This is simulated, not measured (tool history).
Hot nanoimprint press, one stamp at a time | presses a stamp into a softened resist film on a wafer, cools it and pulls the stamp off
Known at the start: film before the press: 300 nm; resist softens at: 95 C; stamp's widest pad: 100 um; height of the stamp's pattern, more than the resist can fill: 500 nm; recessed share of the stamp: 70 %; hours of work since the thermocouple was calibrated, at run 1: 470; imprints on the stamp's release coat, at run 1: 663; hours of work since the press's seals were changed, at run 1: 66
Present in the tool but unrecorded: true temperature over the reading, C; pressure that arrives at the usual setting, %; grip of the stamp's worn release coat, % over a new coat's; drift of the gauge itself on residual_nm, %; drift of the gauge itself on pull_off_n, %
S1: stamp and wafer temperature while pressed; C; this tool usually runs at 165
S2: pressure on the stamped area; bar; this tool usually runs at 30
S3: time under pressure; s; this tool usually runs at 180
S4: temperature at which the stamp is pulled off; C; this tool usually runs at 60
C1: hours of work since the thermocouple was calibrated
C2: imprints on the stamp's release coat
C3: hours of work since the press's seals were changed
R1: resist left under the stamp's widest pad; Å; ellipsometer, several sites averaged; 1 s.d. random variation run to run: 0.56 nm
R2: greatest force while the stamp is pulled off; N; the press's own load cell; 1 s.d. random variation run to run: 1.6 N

run 1 hour=0 | S1=165 S2=30 S3=180 S4=60 | C1=470 C2=663 C3=66 | R1=1326 R2=99
run 2 hour=6.4 | S1=165 S2=46.4 S3=180 S4=60 | C1=475 C2=691 C3=71 | R1=1056 R2=96
run 3 hour=11.4 | S1=165 S2=30 S3=180 S4=60 | C1=479 C2=713 C3=74 | R1=1334 R2=97
run 4 hour=16.9 | S1=165 S2=30 S3=180 S4=60 | C1=483 C2=737 C3=79 | R1=1340 R2=103
run 5 hour=23.8 | S1=165 S2=30 S3=180 S4=60 | C1=488 C2=768 C3=84 | R1=1342 R2=98
run 6 hour=32.6 | S1=165 S2=30 S3=180 S4=60 | C1=495 C2=807 C3=91 | R1=1339 R2=100
run 7 hour=38.3 | S1=165 S2=30 S3=180 S4=60 | C1=499 C2=832 C3=95 | R1=1350 R2=101
run 8 hour=47.2 | S1=176 S2=30 S3=175 S4=66 | C1=506 C2=871 C3=102 | R1=947 R2=82
run 9 hour=52.7 | S1=176 S2=30 S3=175 S4=66 | C1=511 C2=895 C3=106 | R1=933 R2=82
run 10 hour=60.1 | S1=154 S2=46.1 S3=171 S4=66 | C1=516 C2=928 C3=112 | R1=1647 R2=82
run 11 hour=67.2 | S1=166 S2=24.9 S3=115 S4=60 | C1=522 C2=959 C3=118 | R1=1647 R2=97
run 12 hour=75.3 | S1=166 S2=20.2 S3=200 S4=60 | C1=528 C2=995 C3=124 | R1=1536 R2=99

Run 13 comes next. What will it give?
-- hour=79.1 plate thermocouple calibrated
run 13 hour=85.2 | S1=166 S2=20.2 S3=200 S4=60 | C1=5 C2=1025 C3=129 | R1=? R2=?

R1: 1528 Å
R2: 98 N
Without the tool's hidden state the same run would have given R1 1511 Å, R2 97 N.

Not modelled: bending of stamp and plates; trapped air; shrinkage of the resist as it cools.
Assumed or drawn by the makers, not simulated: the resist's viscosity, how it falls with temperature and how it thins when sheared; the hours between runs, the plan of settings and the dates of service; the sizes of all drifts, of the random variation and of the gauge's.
